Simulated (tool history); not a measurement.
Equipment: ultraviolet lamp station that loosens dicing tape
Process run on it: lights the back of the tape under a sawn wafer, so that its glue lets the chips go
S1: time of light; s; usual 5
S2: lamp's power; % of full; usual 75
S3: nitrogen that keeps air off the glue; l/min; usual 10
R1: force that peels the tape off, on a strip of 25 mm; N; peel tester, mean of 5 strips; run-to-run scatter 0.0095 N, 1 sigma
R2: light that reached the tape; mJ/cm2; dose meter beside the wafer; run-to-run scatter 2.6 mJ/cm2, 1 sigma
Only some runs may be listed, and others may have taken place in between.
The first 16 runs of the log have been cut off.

run	hour	S1	S2	S3	R1	R2
17	631.4	5	78	12	0.347	351
18	660.2	5	78	12	0.34	356
19	715.6	5	75	15	0.331	339
20	758.1	2	94	6	1.38	172
21	822.4	2	94	6	1.339	173
# hour 838.3: window cleaned of glue's vapour
22	860	7	65	4	0.521	410
23	909.7	5	93	18	0.252	423
24	969.3	7	84	18	0.222	531
25	1019.2	5	91	3	0.633	413
26	1075.9	10	91	11	0.209	824
27	1114.7	5	97	9	0.316	442
28	1151.6	5	100	5	0.388	451
29	1183.7	5	63	19	0.386	281
30	1215.5	9	63	7	0.29	509

Branching from run 30: 5 alternative next runs. What would each branch give?
A	1265.4	6	66	4	?	?
B	1265.4	10	64	9	?	?
C	1265.4	3	75	5	?	?
D	1265.4	5	75	10	?	?
E	1265.4	9	61	6	?	?

run	R1	R2
A	0.649	363
B	0.238	584
C	1.162	207
D	0.414	346
E	0.329	498
Take away the tool's hidden state, keep each run's random variation, and the runs would have read:
run	R1	R2
A	0.643	365
B	0.237	588
C	1.154	208
D	0.41	348
E	0.327	501

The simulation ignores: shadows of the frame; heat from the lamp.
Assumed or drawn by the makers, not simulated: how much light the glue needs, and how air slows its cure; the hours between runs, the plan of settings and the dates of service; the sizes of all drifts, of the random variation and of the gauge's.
